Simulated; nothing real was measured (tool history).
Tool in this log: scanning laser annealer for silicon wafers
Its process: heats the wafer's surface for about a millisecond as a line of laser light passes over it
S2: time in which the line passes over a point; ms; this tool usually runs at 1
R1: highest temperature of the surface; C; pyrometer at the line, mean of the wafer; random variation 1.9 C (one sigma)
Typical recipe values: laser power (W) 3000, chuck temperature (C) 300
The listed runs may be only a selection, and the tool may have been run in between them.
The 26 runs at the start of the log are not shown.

Run 27, hour 627: usual settings but laser power (W) 2612, S2 0.87 ms, chuck temperature (C) 326. Result: R1 953 C.
Run 28, hour 642.2: usual settings but laser power (W) 3173, S2 1.23 ms, chuck temperature (C) 326. Result: R1 1248 C.
Run 29, hour 661.6: usual settings but laser power (W) 3173, S2 1.23 ms, chuck temperature (C) 326. Result: R1 1251 C.
Run 30, hour 675.7: usual settings but laser power (W) 3053, chuck temperature (C) 289. Result: R1 1098 C.
Run 31, hour 696.3: usual settings but laser power (W) 2780, S2 0.71 ms, chuck temperature (C) 289. Result: R1 908 C.
At hour 725.8: optics aligned, line set to its width.
Run 32, hour 730: usual settings but laser power (W) 2780, S2 0.98 ms, chuck temperature (C) 328. Result: R1 1049 C.
Run 33, hour 755.2: usual settings but laser power (W) 2780, S2 1.06 ms, chuck temperature (C) 286. Result: R1 1030 C.
Run 34, hour 774.8: usual settings but laser power (W) 2780, S2 1.06 ms, chuck temperature (C) 286. Result: R1 1030 C.
Run 35, hour 798.4: usual settings but S2 1.08 ms. Result: R1 1125 C.
Run 36, hour 825.6: usual settings but laser power (W) 2794, S2 0.95 ms, chuck temperature (C) 261. Result: R1 973 C.
Run 37, hour 851.3: usual settings but laser power (W) 2646, S2 0.89 ms, chuck temperature (C) 278. Result: R1 922 C.
Run 38, hour 871.5: usual settings but laser power (W) 2646, S2 0.89 ms, chuck temperature (C) 278. Result: R1 926 C.
Run 39, hour 885.2: usual settings but laser power (W) 3039, S2 1.18 ms, chuck temperature (C) 297. Result: R1 1163 C.
Run 40, hour 908.6: usual settings but S2 0.72 ms. Result: R1 989 C.
Run 41, hour 931.4: usual settings but laser power (W) 2572, S2 0.76 ms. Result: R1 884 C.

3 options for the next run, each taken on its own from the tool as it stands now. Forecast them:
Run A, hour 958.9: usual settings but S2 1.09 ms, chuck temperature (C) 302. Result: R1 ?.
Run B, hour 958.9: usual settings but laser power (W) 3182, S2 0.76 ms, chuck temperature (C) 297. Result: R1 ?.
Run C, hour 958.9: usual settings but laser power (W) 2854. Result: R1 ?.

run    R1
  A  1122
  B  1053
  C  1043
Without the tool's unlogged condition, the same runs would have read:
run    R1
  A  1144
  B  1074
  C  1063
